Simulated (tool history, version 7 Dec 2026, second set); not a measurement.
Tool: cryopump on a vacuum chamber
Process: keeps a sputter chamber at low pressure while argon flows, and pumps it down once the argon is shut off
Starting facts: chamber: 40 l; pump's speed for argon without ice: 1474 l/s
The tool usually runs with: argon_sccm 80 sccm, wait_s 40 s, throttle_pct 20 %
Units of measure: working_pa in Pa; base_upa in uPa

run	hour	argon_sccm	wait_s	throttle_pct	working_pa	base_upa
1	0	80	40	20	0.4791	1.33
2	32.4	80	40	20	0.4781	1.36
3	46.5	74	40	20	0.4403	1.41
4	81.1	80	40	20	0.4817	1.41
5	107.5	80	40	20	0.4841	1.42
6	125.4	80	40	20	0.4835	1.49
7	157.8	80	40	20	0.4839	1.51
8	171.8	80	40	20	0.4829	1.51
9	200.4	80	40	20	0.484	1.56
10	215.3	80	40	20	0.4885	1.52
11	238.7	80	40	20	0.4835	1.57
12	253.5	65	21	20	0.3944	2.21
13	277	35	167	31	0.141	1.03
14	309.1	35	167	31	0.1413	1.08
15	341	35	167	31	0.143	1.09
16	364.5	35	167	17	0.2488	1.1
17	387.4	140	63	30	0.5918	1.49
# hour 410.7: pump warmed up, emptied and cooled again
18	421.8	140	63	30	0.5354	1.22
19	440.7	65	63	58	0.1302	1.26
20	456.3	56	40	20	0.3246	1.53
21	485.4	80	40	20	0.4626	1.56

Measured less the same run without the tool's hidden state. The same run-to-run variation is in both; the gauge's scatter may not be:
What the log doesn't record here: pump's speed, % of a pump's without ice; cold plate's temperature, K; leak into the chamber, uPa l/s; drift of the gauge itself on working_pa, %; drift of the gauge itself on base_upa, %.
run	working_pa	base_upa
1	+0.021	+0.39
2	+0.0215	+0.43
3	+0.0202	+0.44
4	+0.0228	+0.48
5	+0.0236	+0.49
6	+0.0239	+0.53
7	+0.0248	+0.54
8	+0.0251	+0.56
9	+0.0259	+0.59
10	+0.0265	+0.59
11	+0.0267	+0.61
12	+0.0221	+0.62
13	+0.0122	+0.66
14	+0.0126	+0.69
15	+0.013	+0.71
16	+0.0132	+0.74
17	+0.0543	+0.78
18	+0.0017	+0.54
19	+0.0011	+0.56
20	+0.0011	+0.56
21	+0.0021	+0.58

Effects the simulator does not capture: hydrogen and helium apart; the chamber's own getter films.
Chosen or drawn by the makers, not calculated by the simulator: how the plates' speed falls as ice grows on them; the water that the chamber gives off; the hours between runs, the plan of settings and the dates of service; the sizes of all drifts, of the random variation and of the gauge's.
